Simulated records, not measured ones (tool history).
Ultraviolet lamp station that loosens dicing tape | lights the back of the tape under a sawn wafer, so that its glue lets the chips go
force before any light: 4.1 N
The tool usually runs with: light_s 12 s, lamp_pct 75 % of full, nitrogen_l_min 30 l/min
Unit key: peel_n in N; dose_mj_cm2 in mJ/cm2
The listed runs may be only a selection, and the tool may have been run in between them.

run    hour  light_s  lamp_pct  nitrogen_l_min  peel_n  dose_mj_cm2
  1       0       12        75              30   0.426          170
  2      42       17        75              30    0.27          241
  3    78.2       17        75              30    0.26          236
  4   139.1       12        87              30   0.371          185
  5   176.2       12        87              30   0.387          183
  6   211.4       12        87              30   0.231          263
  7     263       12        87              30   0.238          259
  8   317.3       12        87              30   0.247          254
  9   377.9       12        87              30   0.259          251
 10   413.1       12        87              30   0.261          245
 11   458.5       13        75              30   0.281          229
 12   490.8       13        75              30   0.298          218
 13   526.9       12        75              30    0.33          202
 14     596       12        75              30   0.273          236
 15   626.1       12        75              30   0.281          229
 16   659.3       12        75              30   0.285          232
 17   728.7       12        75              30     0.3          221
 18   774.6       12        75              30   0.296          223
 19   840.2       12        75              30   0.306          215
 20   878.6       12        75              46   0.289          208
 21   933.4       12        75              46   0.299          209
 22   996.4       10        61              33   0.572          140
 23  1058.5       10        61              33   0.583          137
 24    1128       12        75              30   0.349          198
 25  1161.5       12        75              30   0.356          191
 26  1191.4       16        75              30    0.25          254
 27  1231.6        8        87              14   0.715          139
 28  1282.7        8        87              14   0.748          143
 29  1352.5       18        64              30   0.296          226
 30  1385.9       18        98              35   0.198          348
 31  1419.3        7        98              13   0.693          155
 32  1476.4       10        99              19   0.367          216
 33  1537.7       10        99              19    0.37          218
 34  1597.4       10        99              19   0.365          214
 35  1662.9        9        75              29   0.587          142
 36  1713.3        8        75              30    0.71          120
 37  1772.4       16        91              30    0.23          286
 38  1818.4       13        91              30   0.282          233
 39  1872.6       12        84              43   0.318          193
 40    1913       12        84              43   0.331          191
 41  1961.9       19        66              21   0.308          235
 42  2001.5       22        95               9   0.244          378

Between the runs listed above, the log contained 3 entries, not reproduced here. Where in the sequence does each belong, and how does what the log doesn't record of the tool's condition differ from the listed run before to the listed run after?
Logged between run 5 and run 6: lamp changed (hour 207.7)
  lamp's light, % of a new lamp's: 68.2 -> 99.1; light that the window lets through, % of a clean one's: 91.1 -> 90.6
  difference, measured minus the result without the unlogged condition, peel_n: +0.162 -> +0.019 N; dose_mj_cm2: -112 -> -30 mJ/cm2
Logged between run 13 and run 14: window cleaned of glue's vapour (hour 531.1)
  lamp's light, % of a new lamp's: 94.3 -> 93.3; light that the window lets through, % of a clean one's: 85.1 -> 98.8
  difference, measured minus the result without the unlogged condition, peel_n: +0.077 -> +0.024 N; dose_mj_cm2: -50 -> -20 mJ/cm2
Logged between run 30 and run 31: window cleaned of glue's vapour (hour 1406.2)
  lamp's light, % of a new lamp's: 81.5 -> 81; light that the window lets through, % of a clean one's: 85.6 -> 99
  difference, measured minus the result without the unlogged condition, peel_n: +0.01 -> +0.203 N; dose_mj_cm2: -151 -> -39 mJ/cm2

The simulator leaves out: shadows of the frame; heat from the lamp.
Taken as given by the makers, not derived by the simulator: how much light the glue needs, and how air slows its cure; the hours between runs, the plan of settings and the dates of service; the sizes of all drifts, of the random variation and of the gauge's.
